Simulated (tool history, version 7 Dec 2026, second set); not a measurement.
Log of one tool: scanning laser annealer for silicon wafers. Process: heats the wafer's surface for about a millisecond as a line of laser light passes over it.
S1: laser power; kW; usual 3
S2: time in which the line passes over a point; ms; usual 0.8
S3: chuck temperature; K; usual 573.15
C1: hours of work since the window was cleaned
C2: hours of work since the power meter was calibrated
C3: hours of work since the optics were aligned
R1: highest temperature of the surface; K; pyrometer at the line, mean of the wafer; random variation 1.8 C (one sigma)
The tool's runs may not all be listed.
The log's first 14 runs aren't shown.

Run 15, hour 703.7: usual settings but S3 594.15 K; C1 278; C2 1178; C3 1783. Result: R1 1325.15 K.
Run 16, hour 744.2: usual settings but S3 594.15 K; C1 302; C2 1202; C3 1808. Result: R1 1322.15 K.
Run 17, hour 786.6: usual settings but S3 594.15 K; C1 328; C2 1228; C3 1833. Result: R1 1321.15 K.
Run 18, hour 852: usual settings but S3 594.15 K; C1 367; C2 1267; C3 1873. Result: R1 1322.15 K.
Run 19, hour 882.8: usual settings; C1 386; C2 1286; C3 1892. Result: R1 1296.15 K.
Run 20, hour 913: usual settings; C1 404; C2 1304; C3 1910. Result: R1 1295.15 K.
Run 21, hour 958.7: usual settings but S1 3.089 kW, S3 602.15 K; C1 432; C2 1332; C3 1937. Result: R1 1349.15 K.
Run 22, hour 994.6: usual settings but S1 2.642 kW, S2 0.726 ms, S3 582.15 K; C1 453; C2 1353; C3 1959. Result: R1 1183.15 K.
At hour 1014.9: optics aligned, line set to its width.
At hour 1026.5: window over the wafer cleaned.
Run 23, hour 1048.6: usual settings but S2 0.586 ms; C1 13; C2 1382; C3 19. Result: R1 1203.15 K.
Run 24, hour 1112.3: usual settings but S1 3.011 kW, S2 0.702 ms, S3 572.15 K; C1 52; C2 1420; C3 58. Result: R1 1272.15 K.
Run 25, hour 1145.7: usual settings but S1 3.011 kW, S2 0.702 ms, S3 572.15 K; C1 72; C2 1440; C3 78. Result: R1 1272.15 K.
Run 26, hour 1200.1: usual settings but S1 3.011 kW, S2 0.702 ms, S3 572.15 K; C1 105; C2 1473; C3 111. Result: R1 1268.15 K.
Run 27, hour 1233.6: usual settings but S1 3.011 kW, S2 0.702 ms, S3 572.15 K; C1 125; C2 1493; C3 131. Result: R1 1267.15 K.
Run 28, hour 1286.4: usual settings but S1 3.011 kW, S2 0.702 ms, S3 572.15 K; C1 157; C2 1525; C3 163. Result: R1 1266.15 K.
Run 29, hour 1325: usual settings but S1 2.721 kW, S2 0.76 ms, S3 538.15 K; C1 180; C2 1549; C3 186. Result: R1 1190.15 K.
Run 30, hour 1359.3: usual settings but S1 2.797 kW, S2 0.76 ms; C1 201; C2 1569; C3 207. Result: R1 1242.15 K.
Run 31, hour 1415.2: usual settings but S1 2.797 kW, S2 0.676 ms, S3 599.15 K; C1 234; C2 1603; C3 240. Result: R1 1222.15 K.
Run 32, hour 1443.6: usual settings but S1 2.797 kW, S2 0.676 ms, S3 599.15 K; C1 252; C2 1620; C3 257. Result: R1 1221.15 K.
Run 33, hour 1491.6: usual settings but S1 2.797 kW, S2 0.676 ms, S3 599.15 K; C1 281; C2 1649; C3 286. Result: R1 1222.15 K.
Run 34, hour 1542.5: usual settings but S1 2.797 kW, S2 0.676 ms, S3 599.15 K; C1 311; C2 1680; C3 317. Result: R1 1218.15 K.
Run 35, hour 1584.1: usual settings but S1 3.264 kW, S2 0.628 ms, S3 551.15 K; C1 336; C2 1705; C3 342. Result: R1 1249.15 K.
Run 36, hour 1623.3: usual settings but S1 3.104 kW, S3 548.15 K; C1 360; C2 1728; C3 366. Result: R1 1310.15 K.
Run 37, hour 1657.6: usual settings but S2 0.975 ms, S3 533.15 K; C1 381; C2 1749; C3 387. Result: R1 1358.15 K.
Run 38, hour 1701.8: usual settings but S1 2.646 kW, S2 0.763 ms, S3 585.15 K; C1 407; C2 1776; C3 413. Result: R1 1206.15 K.
Run 39, hour 1749.8: usual settings but S1 2.661 kW, S2 0.844 ms, S3 537.15 K; C1 436; C2 1805; C3 442. Result: R1 1199.15 K.

Forecast each of these 5 alternatives for the next run:
Run A, hour 1790: usual settings but S1 2.693 kW, S2 0.844 ms, S3 537.15 K; C1 461; C2 1829; C3 466. Result: R1 ?.
Run B, hour 1790: usual settings but S1 2.631 kW, S2 0.797 ms, S3 604.15 K; C1 461; C2 1829; C3 466. Result: R1 ?.
Run C, hour 1790: usual settings but S1 3.067 kW, S2 0.727 ms, S3 590.15 K; C1 461; C2 1829; C3 466. Result: R1 ?.
Run D, hour 1790: usual settings but S1 3.207 kW, S2 0.655 ms, S3 546.15 K; C1 461; C2 1829; C3 466. Result: R1 ?.
Run E, hour 1790: usual settings but S1 2.951 kW, S2 0.593 ms, S3 570.15 K; C1 461; C2 1829; C3 466. Result: R1 ?.

run       R1
  A  1210.15
  B  1237.15
  C  1297.15
  D  1241.15
  E  1174.15
Without the tool's hidden state the same runs would have given:
run       R1
  A  1230.15
  B  1256.15
  C  1318.15
  D  1262.15
  E  1192.15
